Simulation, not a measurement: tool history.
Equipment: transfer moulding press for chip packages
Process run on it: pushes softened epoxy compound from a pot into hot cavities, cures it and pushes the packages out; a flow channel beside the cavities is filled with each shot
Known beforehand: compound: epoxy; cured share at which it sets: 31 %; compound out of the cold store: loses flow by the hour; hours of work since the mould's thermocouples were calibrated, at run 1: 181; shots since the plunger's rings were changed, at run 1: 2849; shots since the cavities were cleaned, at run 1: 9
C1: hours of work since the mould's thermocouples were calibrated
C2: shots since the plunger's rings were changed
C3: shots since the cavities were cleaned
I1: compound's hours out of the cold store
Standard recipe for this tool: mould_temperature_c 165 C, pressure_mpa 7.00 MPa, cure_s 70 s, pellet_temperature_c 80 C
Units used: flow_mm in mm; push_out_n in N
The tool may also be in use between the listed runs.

{"run": 1, "day": 0.0, "mould_temperature_c": 165, "pressure_mpa": 7.0, "cure_s": 70, "pellet_temperature_c": 80, "C1": 181, "C2": 2849, "C3": 9, "I1": 42.6, "flow_mm": 580, "push_out_n": 507}
{"run": 2, "day": 0.354, "mould_temperature_c": 165, "pressure_mpa": 7.0, "cure_s": 70, "pellet_temperature_c": 80, "C1": 187, "C2": 2991, "C3": 151, "I1": 41.3, "flow_mm": 573, "push_out_n": 538}
{"run": 3, "day": 0.633, "mould_temperature_c": 165, "pressure_mpa": 7.0, "cure_s": 70, "pellet_temperature_c": 80, "C1": 192, "C2": 3103, "C3": 263, "I1": 18.9, "flow_mm": 601, "push_out_n": 603}
{"run": 4, "day": 0.967, "mould_temperature_c": 165, "pressure_mpa": 7.0, "cure_s": 101, "pellet_temperature_c": 80, "C1": 198, "C2": 3236, "C3": 396, "I1": 22.8, "flow_mm": 597, "push_out_n": 450}
{"run": 5, "day": 1.204, "mould_temperature_c": 165, "pressure_mpa": 7.0, "cure_s": 101, "pellet_temperature_c": 80, "C1": 202, "C2": 3332, "C3": 492, "I1": 36.5, "flow_mm": 579, "push_out_n": 468}
{"day": 1.404, "done": "cavities cleaned with cleaning compound and waxed"}
{"run": 6, "day": 1.5, "mould_temperature_c": 165, "pressure_mpa": 7.0, "cure_s": 101, "pellet_temperature_c": 80, "C1": 206, "C2": 3426, "C3": 39, "I1": 21.3, "flow_mm": 597, "push_out_n": 356}
{"run": 7, "day": 1.821, "mould_temperature_c": 165, "pressure_mpa": 7.0, "cure_s": 101, "pellet_temperature_c": 80, "C1": 211, "C2": 3553, "C3": 166, "I1": 11.3, "flow_mm": 606, "push_out_n": 406}
{"run": 8, "day": 2.108, "mould_temperature_c": 163, "pressure_mpa": 7.0, "cure_s": 70, "pellet_temperature_c": 80, "C1": 216, "C2": 3670, "C3": 283, "I1": 25.1, "flow_mm": 594, "push_out_n": 730}
{"run": 9, "day": 2.325, "mould_temperature_c": 163, "pressure_mpa": 7.0, "cure_s": 70, "pellet_temperature_c": 80, "C1": 220, "C2": 3757, "C3": 370, "I1": 19.1, "flow_mm": 600, "push_out_n": 752}
{"day": 2.462, "done": "plunger's sealing rings changed"}
{"run": 10, "day": 2.725, "mould_temperature_c": 165, "pressure_mpa": 7.0, "cure_s": 88, "pellet_temperature_c": 80, "C1": 225, "C2": 106, "C3": 488, "I1": 9.2, "flow_mm": 647, "push_out_n": 514}
{"day": 2.933, "done": "cavities cleaned with cleaning compound and waxed"}
{"run": 11, "day": 3.0, "mould_temperature_c": 165, "pressure_mpa": 7.0, "cure_s": 88, "pellet_temperature_c": 80, "C1": 229, "C2": 191, "C3": 27, "I1": 19.6, "flow_mm": 628, "push_out_n": 365}
{"run": 12, "day": 3.221, "mould_temperature_c": 165, "pressure_mpa": 7.0, "cure_s": 70, "pellet_temperature_c": 80, "C1": 232, "C2": 280, "C3": 116, "I1": 22.1, "flow_mm": 619, "push_out_n": 530}
{"run": 13, "day": 3.438, "mould_temperature_c": 165, "pressure_mpa": 5.52, "cure_s": 70, "pellet_temperature_c": 80, "C1": 236, "C2": 366, "C3": 202, "I1": 39.2, "flow_mm": 535, "push_out_n": 563}
{"run": 14, "day": 3.812, "mould_temperature_c": 165, "pressure_mpa": 7.0, "cure_s": 70, "pellet_temperature_c": 80, "C1": 242, "C2": 516, "C3": 352, "I1": 14.4, "flow_mm": 634, "push_out_n": 672}
{"run": 15, "day": 4.167, "mould_temperature_c": 159, "pressure_mpa": 7.0, "cure_s": 70, "pellet_temperature_c": 80, "C1": 248, "C2": 659, "C3": 495, "I1": 44.2, "flow_mm": 600, "push_out_n": 993}
{"day": 4.367, "done": "cavities cleaned with cleaning compound and waxed"}
{"run": 16, "day": 4.6, "mould_temperature_c": 159, "pressure_mpa": 7.0, "cure_s": 70, "pellet_temperature_c": 71, "C1": 255, "C2": 807, "C3": 93, "I1": 29.9, "flow_mm": 621, "push_out_n": 841}
{"run": 17, "day": 4.888, "mould_temperature_c": 159, "pressure_mpa": 7.0, "cure_s": 70, "pellet_temperature_c": 71, "C1": 260, "C2": 922, "C3": 208, "I1": 22.4, "flow_mm": 625, "push_out_n": 934}
{"run": 18, "day": 5.262, "mould_temperature_c": 160, "pressure_mpa": 7.21, "cure_s": 64, "pellet_temperature_c": 70, "C1": 266, "C2": 1072, "C3": 358, "I1": 42.9, "flow_mm": 608, "push_out_n": 1153}
{"run": 19, "day": 5.604, "mould_temperature_c": 160, "pressure_mpa": 7.64, "cure_s": 103, "pellet_temperature_c": 80, "C1": 272, "C2": 1209, "C3": 495, "I1": 18.6, "flow_mm": 655, "push_out_n": 494}
{"day": 5.8, "done": "cavities cleaned with cleaning compound and waxed"}
{"run": 20, "day": 5.85, "mould_temperature_c": 160, "pressure_mpa": 6.37, "cure_s": 54, "pellet_temperature_c": 79, "C1": 275, "C2": 1283, "C3": 20, "I1": 20.3, "flow_mm": 598, "push_out_n": 1314}
{"run": 21, "day": 6.012, "mould_temperature_c": 171, "pressure_mpa": 6.29, "cure_s": 76, "pellet_temperature_c": 83, "C1": 278, "C2": 1349, "C3": 86, "I1": 47.8, "flow_mm": 544, "push_out_n": 380}
{"run": 22, "day": 6.246, "mould_temperature_c": 165, "pressure_mpa": 7.0, "cure_s": 98, "pellet_temperature_c": 89, "C1": 282, "C2": 1442, "C3": 179, "I1": 14.5, "flow_mm": 617, "push_out_n": 410}
{"run": 23, "day": 6.562, "mould_temperature_c": 165, "pressure_mpa": 7.0, "cure_s": 98, "pellet_temperature_c": 89, "C1": 287, "C2": 1569, "C3": 306, "I1": 11.2, "flow_mm": 627, "push_out_n": 429}
{"run": 24, "day": 6.871, "mould_temperature_c": 165, "pressure_mpa": 7.0, "cure_s": 98, "pellet_temperature_c": 89, "C1": 292, "C2": 1692, "C3": 429, "I1": 19.3, "flow_mm": 614, "push_out_n": 449}
{"day": 7.225, "done": "cavities cleaned with cleaning compound and waxed"}
{"run": 25, "day": 7.238, "mould_temperature_c": 165, "pressure_mpa": 8.07, "cure_s": 65, "pellet_temperature_c": 80, "C1": 297, "C2": 1814, "C3": 5, "I1": 47.7, "flow_mm": 615, "push_out_n": 575}
{"run": 26, "day": 7.596, "mould_temperature_c": 165, "pressure_mpa": 7.0, "cure_s": 104, "pellet_temperature_c": 78, "C1": 304, "C2": 1958, "C3": 149, "I1": 14.6, "flow_mm": 619, "push_out_n": 385}
{"run": 27, "day": 7.946, "mould_temperature_c": 165, "pressure_mpa": 7.0, "cure_s": 104, "pellet_temperature_c": 78, "C1": 310, "C2": 2099, "C3": 290, "I1": 33.6, "flow_mm": 590, "push_out_n": 418}
{"run": 28, "day": 8.288, "mould_temperature_c": 170, "pressure_mpa": 8.33, "cure_s": 104, "pellet_temperature_c": 78, "C1": 315, "C2": 2235, "C3": 426, "I1": 42.0, "flow_mm": 626, "push_out_n": 456}
{"day": 8.646, "done": "cavities cleaned with cleaning compound and waxed"}
{"run": 29, "day": 8.725, "mould_temperature_c": 170, "pressure_mpa": 8.33, "cure_s": 104, "pellet_temperature_c": 78, "C1": 322, "C2": 2385, "C3": 31, "I1": 27.1, "flow_mm": 643, "push_out_n": 347}

Forecast each of these 3 alternatives for the next run:
{"run": "A", "day": 9.046, "mould_temperature_c": 173, "pressure_mpa": 7.0, "cure_s": 70, "pellet_temperature_c": 80, "C1": 327, "C2": 2514, "C3": 160, "I1": 9.2, "flow_mm": "?", "push_out_n": "?"}
{"run": "B", "day": 9.046, "mould_temperature_c": 171, "pressure_mpa": 8.33, "cure_s": 93, "pellet_temperature_c": 89, "C1": 327, "C2": 2514, "C3": 160, "I1": 35.8, "flow_mm": "?", "push_out_n": "?"}
{"run": "C", "day": 9.046, "mould_temperature_c": 165, "pressure_mpa": 7.0, "cure_s": 90, "pellet_temperature_c": 80, "C1": 327, "C2": 2514, "C3": 160, "I1": 36.1, "flow_mm": "?", "push_out_n": "?"}

run=A flow_mm=610 push_out_n=416
run=B flow_mm=625 push_out_n=393
run=C flow_mm=581 push_out_n=401
Take away the tool's hidden state, keep each run's random variation, and the runs would have read:
run=A flow_mm=635 push_out_n=360
run=B flow_mm=650 push_out_n=338
run=C flow_mm=605 push_out_n=347

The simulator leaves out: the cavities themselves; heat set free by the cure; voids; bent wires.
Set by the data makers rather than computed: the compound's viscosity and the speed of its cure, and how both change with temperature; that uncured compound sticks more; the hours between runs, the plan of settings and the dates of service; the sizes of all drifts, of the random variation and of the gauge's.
